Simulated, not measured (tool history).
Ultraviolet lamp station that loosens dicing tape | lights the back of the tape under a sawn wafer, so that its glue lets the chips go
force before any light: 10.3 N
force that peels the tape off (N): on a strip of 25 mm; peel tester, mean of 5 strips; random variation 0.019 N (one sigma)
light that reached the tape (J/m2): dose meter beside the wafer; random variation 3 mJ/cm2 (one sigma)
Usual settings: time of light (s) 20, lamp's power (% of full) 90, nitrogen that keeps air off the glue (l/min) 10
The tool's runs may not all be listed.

run,hour,time of light (s),lamp's power (% of full),nitrogen that keeps air off the glue (l/min),force that peels the tape off (N),light that reached the tape (J/m2)
1,0,20,90,10,1.191,3870
2,14.8,20,90,10,1.216,3820
3,33,20,90,10,1.203,3850
4,41.1,20,90,10,1.221,3810
5,57.8,20,90,10,1.223,3800
6,68.2,20,90,10,1.304,3780
7,84.4,20,98,10,1.05,4080
8,93.4,20,71,10,1.94,2970
9,105,20,71,10,1.945,2980
10,124.1,20,90,10,1.299,3700
11,139.5,20,90,4,1.825,3740
12,154.7,20,95,10,1.147,3860
13,167.9,20,79,10,1.654,3230
14,181.5,20,79,10,1.668,3190
15,198.4,20,79,10,1.655,3210
16,214.5,20,72,10,2.004,2920
17,229.5,20,90,4,1.895,3600
18,246,20,90,6,1.672,3660
19,255.2,20,90,6,1.644,3610
20,264.2,12,90,6,3.481,2130
21,278.1,12,90,6,3.46,2160
22,285.9,27,73,6,1.386,3910
23,294.3,27,73,6,1.331,4060
24,312.4,12,90,7,3.206,2210
25,329.6,20,99,3,1.779,4060
26,339.2,20,68,12,1.949,2810
27,353.1,20,68,12,2.03,2730
28,363.6,19,99,13,1.107,3830
29,374.2,36,90,10,0.352,6540
30,386.1,36,90,10,0.331,6560
31,399.9,13,90,8,2.967,2390
32,411.6,13,85,11,2.831,2220
33,425.6,13,85,11,2.907,2200
34,434.5,13,73,11,3.412,1870
35,452.3,13,85,5,3.492,2200
36,469,27,77,5,1.405,4100
37,481.5,27,77,5,1.428,4100
38,500.1,23,93,5,1.334,4180
39,511.4,23,69,8,1.874,3070
40,528.9,23,69,4,2.501,3110
41,543.4,20,72,15,1.883,2790

Not shown: 1 entry that the log had between the listed runs. Between which runs, and how does the tool's hidden state differ before and after?
Between runs 22 and 23: window cleaned of glue's vapour (hour 290.3)
  lamp's light, % of a new lamp's: 85.8 -> 85.7; light that the window lets through, % of a clean one's: 95.3 -> 99.7
  measured less the result without the state, force that peels the tape off (N): +0.463 -> +0.366; light that reached the tape (J/m2): -870 -> -700

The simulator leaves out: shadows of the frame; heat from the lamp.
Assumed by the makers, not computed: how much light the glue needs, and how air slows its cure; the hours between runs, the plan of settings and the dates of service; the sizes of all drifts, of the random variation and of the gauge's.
